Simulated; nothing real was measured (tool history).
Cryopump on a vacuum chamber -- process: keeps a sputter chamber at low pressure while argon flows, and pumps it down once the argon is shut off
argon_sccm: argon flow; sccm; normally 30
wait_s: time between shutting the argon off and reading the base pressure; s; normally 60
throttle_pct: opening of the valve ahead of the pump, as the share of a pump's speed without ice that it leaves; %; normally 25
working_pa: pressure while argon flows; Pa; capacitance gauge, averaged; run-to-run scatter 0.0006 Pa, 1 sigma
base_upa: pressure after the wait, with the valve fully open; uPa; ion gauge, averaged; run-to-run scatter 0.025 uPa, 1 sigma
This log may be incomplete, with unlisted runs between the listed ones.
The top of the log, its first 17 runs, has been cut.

| run | hour | argon_sccm | wait_s | throttle_pct | working_pa | base_upa |
|---|---|---|---|---|---|---|
| 18 | 494.2 | 30 | 55 | 25 | 0.0877 | 1.22 |
| 19 | 528.9 | 15 | 63 | 25 | 0.0434 | 1.18 |
| 20 | 554 | 55 | 241 | 28 | 0.1456 | 0.51 |
| 21 | 576 | 55 | 104 | 28 | 0.1454 | 0.81 |
| 22 | 611.6 | 46 | 150 | 43 | 0.0824 | 0.61 |
| 23 | 628.4 | 16 | 243 | 43 | 0.029 | 0.51 |
| 24 | 658.1 | 23 | 151 | 27 | 0.064 | 0.66 |
| 25 | 674.5 | 40 | 107 | 25 | 0.1186 | 0.83 |
| 26 | 707.8 | 40 | 67 | 21 | 0.1413 | 1.09 |
| 27 | 727 | 20 | 60 | 20 | 0.074 | 1.18 |
| 28 | 763.5 | 16 | 79 | 17 | 0.0686 | 0.99 |
| 29 | 794.5 | 30 | 159 | 25 | 0.0909 | 0.69 |
| 30 | 830.9 | 29 | 22 | 19 | 0.1129 | 2.75 |
| 31 | 853.1 | 19 | 22 | 53 | 0.0296 | 2.7 |
| 32 | 884.6 | 16 | 115 | 39 | 0.0326 | 0.82 |
| 33 | 915.8 | 16 | 115 | 39 | 0.0341 | 0.82 |

Run 34 has not been measured yet. What should we expect?
| 34 | 948.7 | 30 | 60 | 22 | ? | ? |

Run 34 measured working_pa 0.1044 Pa, base_upa 1.28 uPa.
If the tool had no hidden condition, the same run with the same run-to-run variation would have returned working_pa 0.0942 Pa, base_upa 1 uPa.

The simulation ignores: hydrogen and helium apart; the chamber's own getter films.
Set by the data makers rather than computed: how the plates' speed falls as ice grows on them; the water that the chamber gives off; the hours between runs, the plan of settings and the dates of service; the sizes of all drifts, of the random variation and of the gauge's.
